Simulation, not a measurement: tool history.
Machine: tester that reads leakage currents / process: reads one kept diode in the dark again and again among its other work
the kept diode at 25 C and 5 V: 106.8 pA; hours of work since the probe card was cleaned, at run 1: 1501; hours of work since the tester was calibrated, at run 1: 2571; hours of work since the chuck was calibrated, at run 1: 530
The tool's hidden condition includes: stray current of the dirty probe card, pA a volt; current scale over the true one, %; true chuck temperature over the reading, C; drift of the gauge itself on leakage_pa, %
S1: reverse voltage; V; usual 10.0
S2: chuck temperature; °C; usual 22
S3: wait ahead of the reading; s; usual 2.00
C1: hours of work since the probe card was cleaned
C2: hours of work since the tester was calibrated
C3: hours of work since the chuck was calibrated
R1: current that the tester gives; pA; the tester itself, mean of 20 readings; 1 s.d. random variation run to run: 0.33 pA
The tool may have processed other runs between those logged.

| run | hour | S1 | S2 | S3 | C1 | C2 | C3 | R1 |
|---|---|---|---|---|---|---|---|---|
| 1 | 0.0 | 10.0 | 22 | 2.00 | 1501 | 2571 | 530 | 114.78 |
| 2 | 36.9 | 10.0 | 22 | 2.00 | 1529 | 2600 | 559 | 114.37 |
| 3 | 60.1 | 10.0 | 22 | 2.00 | 1547 | 2618 | 577 | 114.11 |
| 4 | 88.3 | 10.0 | 22 | 2.00 | 1569 | 2640 | 599 | 114.42 |
| 5 | 121.9 | 10.0 | 22 | 2.00 | 1595 | 2666 | 625 | 113.70 |
| 6 | 169.5 | 10.4 | 22 | 2.00 | 1632 | 2703 | 662 | 115.80 |
| 7 | 204.1 | 10.0 | 22 | 2.00 | 1659 | 2730 | 689 | 113.46 |
| 8 | 241.8 | 10.0 | 22 | 2.00 | 1689 | 2759 | 718 | 113.62 |
|  | 255.5 | tester calibrated |
| 9 | 292.5 | 10.0 | 22 | 2.00 | 1726 | 29 | 756 | 112.17 |
| 10 | 340.8 | 10.0 | 22 | 2.00 | 1764 | 66 | 793 | 111.73 |
| 11 | 379.6 | 10.0 | 22 | 2.00 | 1794 | 96 | 824 | 112.24 |
| 12 | 422.6 | 10.0 | 22 | 0.70 | 1827 | 130 | 857 | 114.58 |
| 13 | 465.8 | 10.0 | 22 | 2.00 | 1861 | 163 | 890 | 111.67 |
| 14 | 494.4 | 10.0 | 22 | 2.00 | 1883 | 186 | 913 | 112.08 |
| 15 | 516.0 | 10.0 | 22 | 2.00 | 1900 | 202 | 930 | 111.80 |
|  | 551.7 | chuck's temperature calibrated |
| 16 | 568.1 | 10.0 | 22 | 2.00 | 1939 | 241 | 13 | 110.55 |
| 17 | 607.4 | 10.0 | 22 | 0.93 | 1969 | 272 | 43 | 111.78 |
| 18 | 638.3 | 10.0 | 22 | 0.93 | 1993 | 296 | 67 | 112.22 |

Run 19 has not been measured yet. What should we expect?
| 19 | 677.6 | 2.1 | 22 | 0.93 | 2024 | 326 | 98 | ? |

R1: 60.11 pA
Minus the tool's unlogged condition, the same run would have read R1 63.96 pA.
